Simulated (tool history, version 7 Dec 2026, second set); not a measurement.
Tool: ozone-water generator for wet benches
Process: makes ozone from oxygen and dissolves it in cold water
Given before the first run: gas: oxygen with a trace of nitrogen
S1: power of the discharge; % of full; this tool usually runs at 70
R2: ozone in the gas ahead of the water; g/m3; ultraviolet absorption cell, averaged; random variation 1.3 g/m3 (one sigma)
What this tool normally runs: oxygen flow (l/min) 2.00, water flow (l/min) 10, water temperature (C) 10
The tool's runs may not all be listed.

{"run": 1, "hour": 0.0, "S1": 70, "oxygen flow (l/min)": 2.0, "water flow (l/min)": 10, "water temperature (C)": 10, "dissolved ozone (ppm)": 21.8, "R2": 235.4}
{"run": 2, "hour": 61.1, "S1": 70, "oxygen flow (l/min)": 2.0, "water flow (l/min)": 10, "water temperature (C)": 10, "dissolved ozone (ppm)": 21.8, "R2": 235.2}
{"run": 3, "hour": 115.7, "S1": 70, "oxygen flow (l/min)": 2.0, "water flow (l/min)": 10, "water temperature (C)": 10, "dissolved ozone (ppm)": 21.5, "R2": 234.6}
{"run": 4, "hour": 157.1, "S1": 70, "oxygen flow (l/min)": 2.0, "water flow (l/min)": 10, "water temperature (C)": 10, "dissolved ozone (ppm)": 21.8, "R2": 235.2}
{"run": 5, "hour": 216.6, "S1": 70, "oxygen flow (l/min)": 2.0, "water flow (l/min)": 10, "water temperature (C)": 6, "dissolved ozone (ppm)": 22.4, "R2": 235.5}
{"run": 6, "hour": 279.2, "S1": 70, "oxygen flow (l/min)": 1.8, "water flow (l/min)": 10, "water temperature (C)": 10, "dissolved ozone (ppm)": 21.7, "R2": 251.8}
{"run": 7, "hour": 368.6, "S1": 70, "oxygen flow (l/min)": 1.8, "water flow (l/min)": 10, "water temperature (C)": 10, "dissolved ozone (ppm)": 21.4, "R2": 250.9}
{"run": 8, "hour": 419.2, "S1": 70, "oxygen flow (l/min)": 1.69, "water flow (l/min)": 10, "water temperature (C)": 10, "dissolved ozone (ppm)": 21.6, "R2": 262.9}
{"run": 9, "hour": 495.6, "S1": 70, "oxygen flow (l/min)": 2.0, "water flow (l/min)": 10, "water temperature (C)": 7, "dissolved ozone (ppm)": 22.0, "R2": 233.6}
{"run": 10, "hour": 549.8, "S1": 70, "oxygen flow (l/min)": 2.0, "water flow (l/min)": 10, "water temperature (C)": 7, "dissolved ozone (ppm)": 22.3, "R2": 235.9}
{"run": 11, "hour": 621.8, "S1": 70, "oxygen flow (l/min)": 2.0, "water flow (l/min)": 10, "water temperature (C)": 10, "dissolved ozone (ppm)": 21.8, "R2": 234.1}
{"run": 12, "hour": 667.7, "S1": 70, "oxygen flow (l/min)": 2.0, "water flow (l/min)": 10, "water temperature (C)": 15, "dissolved ozone (ppm)": 20.3, "R2": 232.3}
{"run": 13, "hour": 734.5, "S1": 52, "oxygen flow (l/min)": 2.0, "water flow (l/min)": 10, "water temperature (C)": 10, "dissolved ozone (ppm)": 18.5, "R2": 199.0}
{"run": 14, "hour": 808.3, "S1": 52, "oxygen flow (l/min)": 2.0, "water flow (l/min)": 10, "water temperature (C)": 10, "dissolved ozone (ppm)": 18.5, "R2": 198.4}
{"run": 15, "hour": 880.8, "S1": 70, "oxygen flow (l/min)": 2.0, "water flow (l/min)": 10, "water temperature (C)": 10, "dissolved ozone (ppm)": 21.7, "R2": 232.1}
{"run": 16, "hour": 924.4, "S1": 70, "oxygen flow (l/min)": 2.0, "water flow (l/min)": 10, "water temperature (C)": 10, "dissolved ozone (ppm)": 21.8, "R2": 234.5}
{"run": 17, "hour": 1013.4, "S1": 57, "oxygen flow (l/min)": 2.48, "water flow (l/min)": 10, "water temperature (C)": 10, "dissolved ozone (ppm)": 19.6, "R2": 181.6}
{"run": 18, "hour": 1094.4, "S1": 46, "oxygen flow (l/min)": 2.0, "water flow (l/min)": 10, "water temperature (C)": 5, "dissolved ozone (ppm)": 18.5, "R2": 188.3}
{"run": 19, "hour": 1186.7, "S1": 56, "oxygen flow (l/min)": 2.0, "water flow (l/min)": 13, "water temperature (C)": 7, "dissolved ozone (ppm)": 14.9, "R2": 206.5}
{"run": 20, "hour": 1226.4, "S1": 56, "oxygen flow (l/min)": 2.0, "water flow (l/min)": 13, "water temperature (C)": 7, "dissolved ozone (ppm)": 14.7, "R2": 206.6}
{"run": 21, "hour": 1301.3, "S1": 56, "oxygen flow (l/min)": 2.0, "water flow (l/min)": 13, "water temperature (C)": 7, "dissolved ozone (ppm)": 15.0, "R2": 206.5}
{"run": 22, "hour": 1376.8, "S1": 70, "oxygen flow (l/min)": 2.22, "water flow (l/min)": 11, "water temperature (C)": 8, "dissolved ozone (ppm)": 19.9, "R2": 218.2}
{"run": 23, "hour": 1439.8, "S1": 70, "oxygen flow (l/min)": 2.0, "water flow (l/min)": 10, "water temperature (C)": 10, "dissolved ozone (ppm)": 21.7, "R2": 232.3}
{"run": 24, "hour": 1516.7, "S1": 70, "oxygen flow (l/min)": 2.0, "water flow (l/min)": 10, "water temperature (C)": 10, "dissolved ozone (ppm)": 21.3, "R2": 232.0}
{"run": 25, "hour": 1575.9, "S1": 70, "oxygen flow (l/min)": 1.11, "water flow (l/min)": 10, "water temperature (C)": 10, "dissolved ozone (ppm)": 20.9, "R2": 341.4}
{"run": 26, "hour": 1616.5, "S1": 70, "oxygen flow (l/min)": 1.11, "water flow (l/min)": 10, "water temperature (C)": 10, "dissolved ozone (ppm)": 20.6, "R2": 335.4}
{"run": 27, "hour": 1701.0, "S1": 70, "oxygen flow (l/min)": 2.0, "water flow (l/min)": 13, "water temperature (C)": 10, "dissolved ozone (ppm)": 16.3, "R2": 229.0}
{"run": 28, "hour": 1778.8, "S1": 41, "oxygen flow (l/min)": 2.0, "water flow (l/min)": 10, "water temperature (C)": 11, "dissolved ozone (ppm)": 16.4, "R2": 176.7}
{"run": 29, "hour": 1868.9, "S1": 70, "oxygen flow (l/min)": 1.06, "water flow (l/min)": 10, "water temperature (C)": 10, "dissolved ozone (ppm)": 20.6, "R2": 351.9}
{"run": 30, "hour": 1945.4, "S1": 84, "oxygen flow (l/min)": 1.43, "water flow (l/min)": 6, "water temperature (C)": 8, "dissolved ozone (ppm)": 39.9, "R2": 322.9}
{"run": 31, "hour": 2010.9, "S1": 84, "oxygen flow (l/min)": 1.43, "water flow (l/min)": 6, "water temperature (C)": 8, "dissolved ozone (ppm)": 40.1, "R2": 320.8}
{"run": 32, "hour": 2101.3, "S1": 84, "oxygen flow (l/min)": 1.43, "water flow (l/min)": 6, "water temperature (C)": 8, "dissolved ozone (ppm)": 39.7, "R2": 321.9}

Taken out of this log: 3 entries between the listed runs. Where each belongs, and how the hidden state differs across it:
Between runs 27 and 28: water thermometer calibrated (hour 1706.6); contactor cleaned (hour 1771.0)
  contactor's efficiency, % of a clean one's: 99.9 -> 100; drift of the gauge itself on gas_g_m3, %: -2.46 -> -2.57
  measured result minus the result with no hidden state, R2: -6.2 -> -4.9 g/m3
Between runs 29 and 30: gauge calibrated (hour 1915.3)
  drift of the gauge itself on gas_g_m3, %: -2.7 -> -0.04
  measured result minus the result with no hidden state, R2: -10.5 -> -0.8 g/m3
